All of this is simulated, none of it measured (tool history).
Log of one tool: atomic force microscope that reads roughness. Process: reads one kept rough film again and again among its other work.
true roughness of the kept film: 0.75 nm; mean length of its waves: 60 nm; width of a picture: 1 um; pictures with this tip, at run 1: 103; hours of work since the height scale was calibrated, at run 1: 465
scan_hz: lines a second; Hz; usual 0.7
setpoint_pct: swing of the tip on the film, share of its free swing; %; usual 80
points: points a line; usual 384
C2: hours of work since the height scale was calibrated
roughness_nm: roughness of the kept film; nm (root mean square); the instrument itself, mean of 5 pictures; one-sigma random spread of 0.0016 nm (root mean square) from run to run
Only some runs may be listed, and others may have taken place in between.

{"run": 1, "hour": 0.0, "scan_hz": 0.7, "setpoint_pct": 80, "points": 384, "pictures with this tip": 103, "C2": 465, "roughness_nm": 0.724}
{"run": 2, "hour": 17.0, "scan_hz": 0.7, "setpoint_pct": 80, "points": 384, "pictures with this tip": 122, "C2": 473, "roughness_nm": 0.724}
{"run": 3, "hour": 31.6, "scan_hz": 0.7, "setpoint_pct": 80, "points": 384, "pictures with this tip": 139, "C2": 479, "roughness_nm": 0.721}
{"hour": 53.5, "done": "new tip fitted"}
{"run": 4, "hour": 61.9, "scan_hz": 0.7, "setpoint_pct": 80, "points": 752, "pictures with this tip": 9, "C2": 493, "roughness_nm": 0.731}
{"run": 5, "hour": 90.3, "scan_hz": 1.62, "setpoint_pct": 80, "points": 752, "pictures with this tip": 42, "C2": 506, "roughness_nm": 0.707}
{"run": 6, "hour": 112.3, "scan_hz": 1.62, "setpoint_pct": 80, "points": 752, "pictures with this tip": 67, "C2": 516, "roughness_nm": 0.707}
{"run": 7, "hour": 134.8, "scan_hz": 1.62, "setpoint_pct": 80, "points": 752, "pictures with this tip": 93, "C2": 526, "roughness_nm": 0.706}
{"run": 8, "hour": 147.6, "scan_hz": 0.7, "setpoint_pct": 80, "points": 384, "pictures with this tip": 107, "C2": 532, "roughness_nm": 0.727}
{"run": 9, "hour": 160.2, "scan_hz": 1.014, "setpoint_pct": 80, "points": 384, "pictures with this tip": 122, "C2": 538, "roughness_nm": 0.714}
{"run": 10, "hour": 182.4, "scan_hz": 0.651, "setpoint_pct": 80, "points": 384, "pictures with this tip": 147, "C2": 548, "roughness_nm": 0.721}
{"hour": 197.6, "done": "new tip fitted"}
{"run": 11, "hour": 207.2, "scan_hz": 0.651, "setpoint_pct": 80, "points": 384, "pictures with this tip": 11, "C2": 559, "roughness_nm": 0.73}
{"run": 12, "hour": 221.7, "scan_hz": 0.714, "setpoint_pct": 80, "points": 407, "pictures with this tip": 28, "C2": 566, "roughness_nm": 0.729}
{"run": 13, "hour": 252.4, "scan_hz": 1.715, "setpoint_pct": 88, "points": 790, "pictures with this tip": 63, "C2": 580, "roughness_nm": 0.685}
{"run": 14, "hour": 273.4, "scan_hz": 1.715, "setpoint_pct": 88, "points": 790, "pictures with this tip": 87, "C2": 589, "roughness_nm": 0.686}
{"run": 15, "hour": 304.4, "scan_hz": 0.547, "setpoint_pct": 80, "points": 384, "pictures with this tip": 122, "C2": 603, "roughness_nm": 0.73}
{"run": 16, "hour": 321.8, "scan_hz": 1.93, "setpoint_pct": 58, "points": 320, "pictures with this tip": 142, "C2": 611, "roughness_nm": 0.727}
{"run": 17, "hour": 335.5, "scan_hz": 1.93, "setpoint_pct": 58, "points": 320, "pictures with this tip": 158, "C2": 617, "roughness_nm": 0.724}

Run 18 has not been measured yet. What should we expect?
{"hour": 340.7, "done": "new tip fitted"}
{"run": 18, "hour": 363.4, "scan_hz": 1.93, "setpoint_pct": 85, "points": 320, "pictures with this tip": 26, "C2": 630, "roughness_nm": "?"}

{"run 18": {"roughness_nm": 0.69}}
Were there no unlogged condition in the tool, this run, its random variation unchanged, would have produced roughness_nm 0.688 nm (root mean square).
